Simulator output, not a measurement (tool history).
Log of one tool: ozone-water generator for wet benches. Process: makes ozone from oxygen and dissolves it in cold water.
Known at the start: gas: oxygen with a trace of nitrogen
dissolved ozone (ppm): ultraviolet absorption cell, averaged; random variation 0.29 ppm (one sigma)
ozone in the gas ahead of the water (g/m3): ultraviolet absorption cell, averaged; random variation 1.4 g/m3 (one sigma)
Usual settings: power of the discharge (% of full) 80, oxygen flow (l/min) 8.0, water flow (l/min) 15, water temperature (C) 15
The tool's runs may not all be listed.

run	hour	power of the discharge (% of full)	oxygen flow (l/min)	water flow (l/min)	water temperature (C)	dissolved ozone (ppm)	ozone in the gas ahead of the water (g/m3)
1	0.0	80	8.0	15	15	40.9	245.6
2	73.0	80	8.0	15	15	40.9	245.1
3	134.3	80	8.0	15	15	40.9	247.2
4	181.5	80	8.0	15	15	40.4	246.9
5	232.0	80	8.0	15	15	40.7	242.3
6	300.3	80	7.2	15	15	41.5	262.1
# hour 350.8: contactor cleaned
7	383.6	80	7.2	15	15	43.0	263.7
8	473.0	41	8.0	15	15	24.6	141.3
9	537.2	41	8.0	15	15	23.9	143.1
10	586.1	41	8.0	13	15	26.2	142.2
11	662.1	80	8.0	15	8	47.0	242.3
12	717.4	80	8.0	15	8	47.8	246.5
13	776.4	80	8.0	15	8	47.6	241.6
14	858.6	80	8.0	15	15	41.8	244.5
15	919.4	80	8.0	15	15	41.6	242.4
16	986.8	75	8.0	15	15	39.8	229.1
17	1050.3	59	8.0	12	12	39.2	188.6
18	1102.0	84	8.0	19	12	38.2	253.3
19	1167.3	84	8.0	19	12	38.4	248.7

The next listed run, before its measurement:
20	1219.8	84	8.0	19	12	?	?

{"run 20": {"dissolved ozone (ppm)": 38.6, "ozone in the gas ahead of the water (g/m3)": 250.1}}
Without the tool's hidden state the same run would have given dissolved ozone (ppm) 41.8, ozone in the gas ahead of the water (g/m3) 269.0.
